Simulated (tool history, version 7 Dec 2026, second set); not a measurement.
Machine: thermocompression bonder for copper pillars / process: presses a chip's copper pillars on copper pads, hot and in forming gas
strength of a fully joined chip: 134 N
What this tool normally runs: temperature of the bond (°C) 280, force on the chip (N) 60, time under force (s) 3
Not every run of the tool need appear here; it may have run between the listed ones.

run   hour  temperature of the bond (°C)  force on the chip (N)  time under force (s)  force that shears a chip off (N)
  1      0                           280                     60                     3                              48.8
  2   14.9                           287                     60                     3                              54.1
  3   26.4                           287                     60                     3                              52.9
  4   41.2                           280                     55                     3                              45.4
  5   52.4                           280                     55                     3                              44.6
  6   71.1                           280                     55                     3                              45.2
  7   84.9                           280                     60                     3                              48.4
  8    102                           280                     72                     3                              55.7
  9  111.7                           280                     72                     3                              54.8
 10  134.4                           280                     60                     3                              47.9
 11  156.3                           280                     60                     3                                48
 12    166                           280                     60                     3                              46.8
 13  178.1                           280                     60                     3                              46.9
 14  193.5                           280                     60                     3                              47.9
     196.9  -- force cell calibrated
 15  208.1                           280                     60                     3                              46.8
 16  220.1                           280                     60                     3                              46.6
 17  236.6                           280                     60                     3                              46.8
 18  246.8                           280                     86                     3                              60.9
 19    265                           280                     86                     3                              60.3
 20  286.1                           280                     86                     3                              60.3
     288.7  -- forming gas filter changed
 21  301.3                           280                     61                     3                              48.9
     315.1  -- force cell calibrated, once more
 22  324.4                           280                     61                     3                              50.7
 23  341.1                           280                     61                     3                              50.5
 24  354.1                           262                     51                     5                              40.7
 25  373.4                           262                     51                     5                              41.1
 26  384.2                           262                     51                     5                              41.2
 27  407.1                           262                     51                     5                              40.4
 28  427.9                           262                     51                     5                              40.6
 29  445.2                           275                     88                     3                              60.6
 30  465.4                           275                     88                     3                              60.9
     469.9  -- heater calibrated with a thermocouple chip
 31  481.4                           292                     72                     2                              59.8
 32  503.4                           292                     72                     2                              60.3
 33  516.4                           292                     59                     2                              51.6
 34  529.1                           280                     69                     3                              57.9
 35  552.1                           280                     69                     3                              57.5
 36  573.3                           280                     69                     7                              76.5
 37    590                           280                     69                     7                              77.3

Here are 5 independent what-if runs from the current tool condition. What would each one return?
  A  600.5                           283                     66                     2                                 ?
  B  600.5                           280                     65                     6                                 ?
  C  600.5                           280                     63                     8                                 ?
  D  600.5                           280                     69                     7                                 ?
  E  600.5                           264                     60                     3                                 ?

run  force that shears a chip off (N)
  A                              49.7
  B                              69.2
  C                              75.7
  D                              76.5
  E                              40.9
What these runs would have given with no unlogged condition in the tool:
run  force that shears a chip off (N)
  A                              51.9
  B                                72
  C                              78.6
  D                              79.5
  E                              42.8
